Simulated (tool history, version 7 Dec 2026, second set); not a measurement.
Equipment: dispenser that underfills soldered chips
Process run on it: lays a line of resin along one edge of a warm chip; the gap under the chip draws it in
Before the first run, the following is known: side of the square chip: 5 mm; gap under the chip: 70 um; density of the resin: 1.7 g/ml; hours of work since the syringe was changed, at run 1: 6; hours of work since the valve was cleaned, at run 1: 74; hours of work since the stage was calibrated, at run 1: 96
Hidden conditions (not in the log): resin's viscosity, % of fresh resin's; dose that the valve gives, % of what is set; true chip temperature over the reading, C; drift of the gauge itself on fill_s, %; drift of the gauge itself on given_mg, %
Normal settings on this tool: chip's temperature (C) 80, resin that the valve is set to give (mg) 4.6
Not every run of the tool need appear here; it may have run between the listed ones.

| run | hour | chip's temperature (C) | resin that the valve is set to give (mg) | hours of work since the syringe was changed | hours of work since the valve was cleaned | hours of work since the stage was calibrated | time until the resin shows at the far edge (s) | resin that the valve gave (mg) |
|---|---|---|---|---|---|---|---|---|
| 1 | 0 | 80 | 4.6 | 6 | 74 | 96 | 40 | 4.3 |
|  | 4.3 | new syringe of resin |
| 2 | 4.7 | 80 | 4.6 | 0 | 77 | 99 | 27.1 | 4.27 |
| 3 | 7.4 | 80 | 4.6 | 2 | 79 | 101 | 30.9 | 4.22 |
| 4 | 10.4 | 80 | 4.59 | 4 | 81 | 103 | 34.3 | 4.3 |
| 5 | 15.1 | 80 | 4.59 | 7 | 84 | 106 | 43 | 4.31 |
|  | 17.9 | new syringe of resin |
| 6 | 18.8 | 80 | 4.59 | 1 | 86 | 108 | 27.4 | 4.3 |
| 7 | 21.5 | 80 | 4.6 | 2 | 87 | 110 | 30.8 | 4.23 |
|  | 28.6 | dispensing valve cleaned and set on the balance |
| 8 | 28.8 | 80 | 4.6 | 6 | 0 | 114 | 41.2 | 4.51 |
|  | 32.1 | new syringe of resin |
| 9 | 35 | 80 | 4.6 | 2 | 4 | 117 | 29.7 | 4.58 |
| 10 | 38.8 | 80 | 4.6 | 4 | 6 | 120 | 34.7 | 4.59 |
| 11 | 43.3 | 80 | 4.6 | 7 | 9 | 122 | 43.8 | 4.51 |
|  | 45.8 | new syringe of resin |
| 12 | 49 | 72 | 4.6 | 2 | 12 | 126 | 42.8 | 4.5 |
| 13 | 51.9 | 78 | 4.6 | 4 | 14 | 128 | 37.9 | 4.49 |
| 14 | 58.1 | 78 | 4.6 | 8 | 18 | 132 | 49 | 4.51 |
|  | 59.3 | new syringe of resin |
| 15 | 61.3 | 80 | 5.92 | 1 | 20 | 133 | 28 | 5.73 |
| 16 | 65.2 | 78 | 4.6 | 4 | 22 | 136 | 36.6 | 4.55 |
| 17 | 70.1 | 80 | 4.6 | 7 | 26 | 139 | 42.3 | 4.45 |
|  | 72.6 | new syringe of resin |
| 18 | 75.3 | 80 | 5.86 | 2 | 29 | 142 | 28.3 | 5.69 |
| 19 | 80.5 | 67 | 5.86 | 5 | 32 | 145 | 66.5 | 5.68 |
|  | 85.9 | new syringe of resin |
| 20 | 86.8 | 81 | 4.04 | 1 | 36 | 149 | 26.5 | 3.91 |
| 21 | 92.8 | 87 | 5.87 | 4 | 39 | 153 | 25.1 | 5.63 |
| 22 | 98.3 | 77 | 4.37 | 8 | 43 | 156 | 51.9 | 4.12 |
|  | 99.4 | new syringe of resin |
| 23 | 104.2 | 77 | 4.37 | 3 | 46 | 160 | 36.9 | 4.15 |
| 24 | 110.5 | 71 | 5.93 | 7 | 50 | 164 | 63.6 | 5.63 |
|  | 112.6 | new syringe of resin |
| 25 | 116.7 | 71 | 5.93 | 3 | 54 | 168 | 47.1 | 5.63 |
| 26 | 120.8 | 78 | 4.44 | 5 | 57 | 170 | 42.2 | 4.16 |
|  | 125.8 | new syringe of resin |
| 27 | 125.8 | 77 | 3.94 | 0 | 60 | 173 | 32.1 | 3.72 |
| 28 | 131.4 | 76 | 3.97 | 4 | 63 | 177 | 43.1 | 3.77 |
| 29 | 134.2 | 77 | 4.02 | 5 | 65 | 178 | 44.3 | 3.7 |
| 30 | 138.5 | 90 | 4.82 | 8 | 68 | 181 | 29.1 | 4.55 |
|  | 139.3 | new syringe of resin |
| 31 | 142.1 | 90 | 3.92 | 2 | 70 | 183 | 20.7 | 3.61 |
| 32 | 147.3 | 81 | 5.89 | 5 | 73 | 187 | 34.7 | 5.54 |
|  | 152.6 | new syringe of resin |
| 33 | 153.5 | 81 | 5.89 | 1 | 77 | 190 | 25.8 | 5.4 |
| 34 | 156.9 | 78 | 4.29 | 3 | 79 | 192 | 35.5 | 3.96 |
| 35 | 159.6 | 77 | 5.77 | 4 | 81 | 194 | 40.6 | 5.36 |
|  | 165.8 | new syringe of resin |
| 36 | 166.1 | 77 | 5.77 | 0 | 84 | 198 | 29.2 | 5.33 |

Table of differences, measured result less the result of that run with no hidden state. Run-to-run variation is the same in both. Gauge scatter possibly is not:
| run | time until the resin shows at the far edge (s) | resin that the valve gave (mg) |
|---|---|---|
| 1 | +12.7 | -0.31 |
| 2 | -0.4 | -0.32 |
| 3 | +3.1 | -0.33 |
| 4 | +7.4 | -0.34 |
| 5 | +15.5 | -0.35 |
| 6 | +0.7 | -0.36 |
| 7 | +4.1 | -0.36 |
| 8 | +14 | -0.01 |
| 9 | +2.5 | -0.03 |
| 10 | +8 | -0.04 |
| 11 | +16.1 | -0.05 |
| 12 | +4.3 | -0.07 |
| 13 | +8 | -0.08 |
| 14 | +19.8 | -0.1 |
| 15 | +1.2 | -0.13 |
| 16 | +7.3 | -0.11 |
| 17 | +15 | -0.12 |
| 18 | +2.1 | -0.17 |
| 19 | +17.7 | -0.2 |
| 20 | +0 | -0.14 |
| 21 | +5.9 | -0.24 |
| 22 | +21 | -0.19 |
| 23 | +6 | -0.2 |
| 24 | +22.9 | -0.29 |
| 25 | +6.5 | -0.31 |
| 26 | +12.2 | -0.25 |
| 27 | -0.8 | -0.23 |
| 28 | +8.6 | -0.24 |
| 29 | +13.2 | -0.25 |
| 30 | +12.3 | -0.32 |
| 31 | +2.2 | -0.26 |
| 32 | +9.8 | -0.41 |
| 33 | +0.1 | -0.44 |
| 34 | +5.7 | -0.33 |
| 35 | +9.8 | -0.45 |
| 36 | -1.5 | -0.47 |

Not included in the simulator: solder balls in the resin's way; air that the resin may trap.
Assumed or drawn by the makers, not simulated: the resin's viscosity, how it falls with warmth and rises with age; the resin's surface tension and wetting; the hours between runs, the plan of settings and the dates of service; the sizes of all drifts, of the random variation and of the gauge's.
